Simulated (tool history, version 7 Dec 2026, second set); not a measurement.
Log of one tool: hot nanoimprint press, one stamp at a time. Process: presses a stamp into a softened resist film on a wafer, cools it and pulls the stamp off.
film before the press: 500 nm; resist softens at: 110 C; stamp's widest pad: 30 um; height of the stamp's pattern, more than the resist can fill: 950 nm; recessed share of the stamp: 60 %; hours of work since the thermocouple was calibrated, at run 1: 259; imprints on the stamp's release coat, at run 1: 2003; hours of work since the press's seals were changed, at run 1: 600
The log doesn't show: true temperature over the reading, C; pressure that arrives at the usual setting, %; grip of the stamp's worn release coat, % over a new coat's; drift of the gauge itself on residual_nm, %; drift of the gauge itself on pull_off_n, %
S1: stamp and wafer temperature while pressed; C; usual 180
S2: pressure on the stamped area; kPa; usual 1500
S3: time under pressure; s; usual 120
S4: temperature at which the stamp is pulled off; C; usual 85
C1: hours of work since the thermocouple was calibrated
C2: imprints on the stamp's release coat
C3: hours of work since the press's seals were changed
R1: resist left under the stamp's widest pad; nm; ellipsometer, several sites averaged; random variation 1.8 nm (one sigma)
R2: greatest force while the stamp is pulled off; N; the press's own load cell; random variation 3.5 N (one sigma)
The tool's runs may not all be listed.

{"run": 1, "day": 0.0, "S1": 180, "S2": 1500, "S3": 120, "S4": 85, "C1": 259, "C2": 2003, "C3": 600, "R1": 291.2, "R2": 172}
{"day": 1.483, "done": "stamp cleaned and given a new release coat"}
{"run": 2, "day": 3.683, "S1": 180, "S2": 1500, "S3": 120, "S4": 85, "C1": 325, "C2": 203, "C3": 666, "R1": 292.8, "R2": 169}
{"run": 3, "day": 6.979, "S1": 180, "S2": 1500, "S3": 120, "S4": 85, "C1": 388, "C2": 509, "C3": 729, "R1": 292.9, "R2": 158}
{"run": 4, "day": 9.367, "S1": 180, "S2": 1500, "S3": 120, "S4": 85, "C1": 433, "C2": 730, "C3": 774, "R1": 294.4, "R2": 165}
{"day": 10.342, "done": "plate thermocouple calibrated"}
{"run": 5, "day": 11.658, "S1": 180, "S2": 1500, "S3": 120, "S4": 85, "C1": 25, "C2": 930, "C3": 816, "R1": 289.4, "R2": 166}
{"run": 6, "day": 14.154, "S1": 180, "S2": 1500, "S3": 151, "S4": 85, "C1": 73, "C2": 1161, "C3": 863, "R1": 271.7, "R2": 172}
{"run": 7, "day": 17.133, "S1": 188, "S2": 1500, "S3": 120, "S4": 85, "C1": 130, "C2": 1437, "C3": 920, "R1": 206.8, "R2": 171}
{"run": 8, "day": 18.633, "S1": 188, "S2": 1500, "S3": 120, "S4": 85, "C1": 158, "C2": 1576, "C3": 949, "R1": 206.6, "R2": 171}
{"run": 9, "day": 20.9, "S1": 180, "S2": 1500, "S3": 120, "S4": 90, "C1": 201, "C2": 1786, "C3": 992, "R1": 290.2, "R2": 157}
{"day": 22.275, "done": "press's hydraulic seals changed and the load cell set to zero"}
{"run": 10, "day": 24.025, "S1": 180, "S2": 1500, "S3": 120, "S4": 86, "C1": 255, "C2": 2045, "C3": 33, "R1": 290.8, "R2": 172}
{"day": 25.012, "done": "stamp cleaned and given a new release coat"}
{"run": 11, "day": 27.083, "S1": 180, "S2": 1500, "S3": 120, "S4": 86, "C1": 308, "C2": 191, "C3": 87, "R1": 291.4, "R2": 165}
{"run": 12, "day": 29.342, "S1": 180, "S2": 1500, "S3": 120, "S4": 86, "C1": 351, "C2": 401, "C3": 130, "R1": 292.7, "R2": 166}
{"run": 13, "day": 32.638, "S1": 180, "S2": 1500, "S3": 120, "S4": 86, "C1": 414, "C2": 706, "C3": 193, "R1": 288.7, "R2": 166}
{"day": 34.733, "done": "plate thermocouple calibrated"}
{"run": 14, "day": 35.75, "S1": 180, "S2": 1500, "S3": 120, "S4": 86, "C1": 19, "C2": 983, "C3": 250, "R1": 289.8, "R2": 166}
{"run": 15, "day": 37.438, "S1": 180, "S2": 1500, "S3": 120, "S4": 86, "C1": 52, "C2": 1139, "C3": 282, "R1": 294.9, "R2": 161}
{"run": 16, "day": 40.179, "S1": 182, "S2": 1500, "S3": 92, "S4": 86, "C1": 104, "C2": 1393, "C3": 334, "R1": 293.9, "R2": 170}
{"run": 17, "day": 42.175, "S1": 168, "S2": 2310, "S3": 120, "S4": 83, "C1": 142, "C2": 1577, "C3": 372, "R1": 396.3, "R2": 173}
{"run": 18, "day": 43.671, "S1": 168, "S2": 1940, "S3": 195, "S4": 83, "C1": 170, "C2": 1716, "C3": 401, "R1": 371.6, "R2": 169}
{"run": 19, "day": 45.15, "S1": 168, "S2": 1940, "S3": 195, "S4": 83, "C1": 199, "C2": 1853, "C3": 429, "R1": 373.2, "R2": 173}
{"run": 20, "day": 46.579, "S1": 171, "S2": 1500, "S3": 218, "S4": 85, "C1": 226, "C2": 1985, "C3": 456, "R1": 352.3, "R2": 170}
{"day": 48.067, "done": "stamp cleaned and given a new release coat"}
{"run": 21, "day": 49.408, "S1": 171, "S2": 1500, "S3": 218, "S4": 85, "C1": 275, "C2": 124, "C3": 505, "R1": 350.7, "R2": 172}
{"run": 22, "day": 52.333, "S1": 171, "S2": 1500, "S3": 218, "S4": 85, "C1": 331, "C2": 395, "C3": 561, "R1": 350.0, "R2": 172}
{"run": 23, "day": 55.371, "S1": 182, "S2": 1500, "S3": 120, "S4": 85, "C1": 389, "C2": 676, "C3": 619, "R1": 267.9, "R2": 168}
{"day": 58.712, "done": "plate thermocouple calibrated"}
{"run": 24, "day": 58.896, "S1": 189, "S2": 1500, "S3": 120, "S4": 81, "C1": 4, "C2": 991, "C3": 684, "R1": 195.3, "R2": 180}
{"run": 25, "day": 60.667, "S1": 179, "S2": 1500, "S3": 120, "S4": 85, "C1": 37, "C2": 1155, "C3": 718, "R1": 304.8, "R2": 168}
{"run": 26, "day": 64.096, "S1": 190, "S2": 1500, "S3": 120, "S4": 85, "C1": 103, "C2": 1472, "C3": 783, "R1": 187.7, "R2": 162}
{"run": 27, "day": 66.262, "S1": 182, "S2": 1500, "S3": 87, "S4": 92, "C1": 144, "C2": 1673, "C3": 824, "R1": 296.2, "R2": 155}
{"run": 28, "day": 69.679, "S1": 188, "S2": 1500, "S3": 120, "S4": 85, "C1": 209, "C2": 1989, "C3": 889, "R1": 206.7, "R2": 172}
{"day": 71.138, "done": "stamp cleaned and given a new release coat"}
{"run": 29, "day": 73.283, "S1": 188, "S2": 1500, "S3": 120, "S4": 85, "C1": 273, "C2": 199, "C3": 953, "R1": 208.3, "R2": 172}

How the hidden state differs across the entries between the runs, from the last listed run before each to the first after it:
Between runs 1 and 2: stamp cleaned and given a new release coat (day 1.483)
  true temperature over the reading, C: -0.02 -> -0.03; pressure that arrives at the usual setting, %: 99.93 -> 99.92; grip of the stamp's worn release coat, % over a new coat's: 1.3 -> 0.1
Between runs 4 and 5: plate thermocouple calibrated (day 10.342)
  true temperature over the reading, C: -0.04 -> 0; grip of the stamp's worn release coat, % over a new coat's: 0.5 -> 0.6
Between runs 9 and 10: press's hydraulic seals changed and the load cell set to zero (day 22.275)
  true temperature over the reading, C: -0.01 -> -0.02; pressure that arrives at the usual setting, %: 99.87 -> 99.99; grip of the stamp's worn release coat, % over a new coat's: 1.2 -> 1.3
Between runs 10 and 11: stamp cleaned and given a new release coat (day 25.012)
  grip of the stamp's worn release coat, % over a new coat's: 1.3 -> 0.1
Between runs 13 and 14: plate thermocouple calibrated (day 34.733)
  true temperature over the reading, C: -0.03 -> 0; pressure that arrives at the usual setting, %: 99.97 -> 99.96; grip of the stamp's worn release coat, % over a new coat's: 0.4 -> 0.6
Between runs 20 and 21: stamp cleaned and given a new release coat (day 48.067)
  grip of the stamp's worn release coat, % over a new coat's: 1.3 -> 0.1
Between runs 23 and 24: plate thermocouple calibrated (day 58.712)
  true temperature over the reading, C: -0.03 -> 0; pressure that arrives at the usual setting, %: 99.91 -> 99.9; grip of the stamp's worn release coat, % over a new coat's: 0.4 -> 0.6
Between runs 28 and 29: stamp cleaned and given a new release coat (day 71.138)
  true temperature over the reading, C: -0.02 -> -0.03; grip of the stamp's worn release coat, % over a new coat's: 1.3 -> 0.1

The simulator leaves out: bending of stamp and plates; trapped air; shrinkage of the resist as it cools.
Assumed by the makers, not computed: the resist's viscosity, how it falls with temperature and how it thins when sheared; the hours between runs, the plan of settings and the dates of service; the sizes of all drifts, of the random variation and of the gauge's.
